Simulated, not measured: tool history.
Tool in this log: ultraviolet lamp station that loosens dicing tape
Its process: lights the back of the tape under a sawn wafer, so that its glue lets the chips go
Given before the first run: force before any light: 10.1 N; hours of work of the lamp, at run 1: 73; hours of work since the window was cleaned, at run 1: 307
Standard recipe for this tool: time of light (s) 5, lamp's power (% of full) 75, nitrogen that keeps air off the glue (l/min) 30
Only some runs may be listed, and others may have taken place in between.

| run | hour | time of light (s) | lamp's power (% of full) | nitrogen that keeps air off the glue (l/min) | hours of work of the lamp | hours of work since the window was cleaned | force that peels the tape off (N) | light that reached the tape (mJ/cm2) |
|---|---|---|---|---|---|---|---|---|
| 1 | 0.0 | 5 | 75 | 30 | 73 | 307 | 1.412 | 329 |
| 2 | 15.4 | 5 | 75 | 30 | 79 | 314 | 1.382 | 324 |
| 3 | 33.3 | 10 | 75 | 30 | 87 | 321 | 0.366 | 660 |
| 4 | 54.2 | 10 | 75 | 30 | 96 | 330 | 0.378 | 657 |
| 5 | 64.1 | 5 | 73 | 30 | 100 | 334 | 1.492 | 313 |
| 6 | 75.5 | 5 | 73 | 30 | 105 | 339 | 1.504 | 315 |
| 7 | 89.4 | 5 | 73 | 30 | 111 | 345 | 1.512 | 312 |
| 8 | 100.2 | 5 | 73 | 30 | 115 | 350 | 1.577 | 314 |
| 9 | 113.2 | 2 | 64 | 21 | 121 | 355 | 5.694 | 108 |
| 10 | 124.4 | 3 | 64 | 21 | 126 | 360 | 4.326 | 163 |
| 11 | 138.4 | 3 | 62 | 25 | 132 | 366 | 4.129 | 155 |
| 12 | 151.9 | 3 | 62 | 25 | 137 | 372 | 4.135 | 156 |
| 13 | 161.5 | 3 | 75 | 30 | 142 | 376 | 3.076 | 190 |
| 14 | 183.2 | 5 | 86 | 30 | 151 | 385 | 1.247 | 364 |
| 15 | 197.2 | 5 | 86 | 30 | 157 | 391 | 1.260 | 359 |

What if the next run were any one of these 4? Each begins from the tool's condition after run 15:
| A | 208.0 | 7 | 68 | 57 | 161 | 396 | ? | ? |
| B | 208.0 | 4 | 86 | 38 | 161 | 396 | ? | ? |
| C | 208.0 | 9 | 72 | 45 | 161 | 396 | ? | ? |
| D | 208.0 | 5 | 75 | 10 | 161 | 396 | ? | ? |

| run | force that peels the tape off (N) | light that reached the tape (mJ/cm2) |
|---|---|---|
| A | 0.629 | 399 |
| B | 1.520 | 289 |
| C | 0.387 | 537 |
| D | 2.987 | 310 |
Had the tool no hidden state, the same runs would have come out as:
| run | force that peels the tape off (N) | light that reached the tape (mJ/cm2) |
|---|---|---|
| A | 0.415 | 493 |
| B | 1.026 | 357 |
| C | 0.283 | 664 |
| D | 2.270 | 383 |
